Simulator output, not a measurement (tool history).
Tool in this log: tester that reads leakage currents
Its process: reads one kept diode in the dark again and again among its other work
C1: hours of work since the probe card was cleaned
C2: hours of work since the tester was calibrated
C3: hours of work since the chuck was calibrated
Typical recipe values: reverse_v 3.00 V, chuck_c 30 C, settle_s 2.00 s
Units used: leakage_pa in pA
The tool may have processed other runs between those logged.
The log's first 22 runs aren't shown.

{"hour": 1904.5, "done": "probe card cleaned and baked"}
{"run": 23, "hour": 1990.9, "reverse_v": 18.53, "chuck_c": 40, "settle_s": 0.96, "C1": 66, "C2": 3609, "C3": 502, "leakage_pa": 686.67}
{"run": 24, "hour": 2042.7, "reverse_v": 18.53, "chuck_c": 24, "settle_s": 0.43, "C1": 105, "C2": 3649, "C3": 541, "leakage_pa": 213.0}
{"run": 25, "hour": 2162.8, "reverse_v": 18.53, "chuck_c": 24, "settle_s": 0.43, "C1": 197, "C2": 3740, "C3": 633, "leakage_pa": 214.16}
{"run": 26, "hour": 2277.6, "reverse_v": 18.53, "chuck_c": 24, "settle_s": 0.43, "C1": 284, "C2": 3828, "C3": 720, "leakage_pa": 216.48}
{"run": 27, "hour": 2341.1, "reverse_v": 3.0, "chuck_c": 23, "settle_s": 3.8, "C1": 333, "C2": 3876, "C3": 769, "leakage_pa": 77.51}
{"run": 28, "hour": 2418.2, "reverse_v": 3.0, "chuck_c": 35, "settle_s": 3.12, "C1": 391, "C2": 3935, "C3": 827, "leakage_pa": 196.88}
{"run": 29, "hour": 2477.0, "reverse_v": 3.0, "chuck_c": 46, "settle_s": 7.44, "C1": 436, "C2": 3980, "C3": 872, "leakage_pa": 437.6}
{"run": 30, "hour": 2588.2, "reverse_v": 1.89, "chuck_c": 46, "settle_s": 8.37, "C1": 521, "C2": 4064, "C3": 957, "leakage_pa": 349.42}
{"run": 31, "hour": 2695.8, "reverse_v": 2.44, "chuck_c": 48, "settle_s": 5.69, "C1": 603, "C2": 4146, "C3": 1039, "leakage_pa": 455.04}
{"hour": 2720.1, "done": "tester calibrated"}
{"run": 32, "hour": 2794.6, "reverse_v": 2.3, "chuck_c": 22, "settle_s": 1.54, "C1": 676, "C2": 57, "C3": 1113, "leakage_pa": 62.84}
{"run": 33, "hour": 2905.5, "reverse_v": 1.31, "chuck_c": 22, "settle_s": 0.49, "C1": 761, "C2": 141, "C3": 1197, "leakage_pa": 48.09}
{"run": 34, "hour": 3014.8, "reverse_v": 3.0, "chuck_c": 29, "settle_s": 0.58, "C1": 844, "C2": 224, "C3": 1280, "leakage_pa": 124.91}
{"run": 35, "hour": 3088.4, "reverse_v": 18.39, "chuck_c": 30, "settle_s": 0.98, "C1": 900, "C2": 281, "C3": 1336, "leakage_pa": 333.52}

The next listed run, before its measurement:
{"run": 36, "hour": 3171.2, "reverse_v": 7.38, "chuck_c": 49, "settle_s": 1.64, "C1": 963, "C2": 344, "C3": 1399, "leakage_pa": "?"}

{"run 36": {"leakage_pa": 817.69}}
Had the tool carried no hidden state, the very same run would have given leakage_pa 823.10 pA.
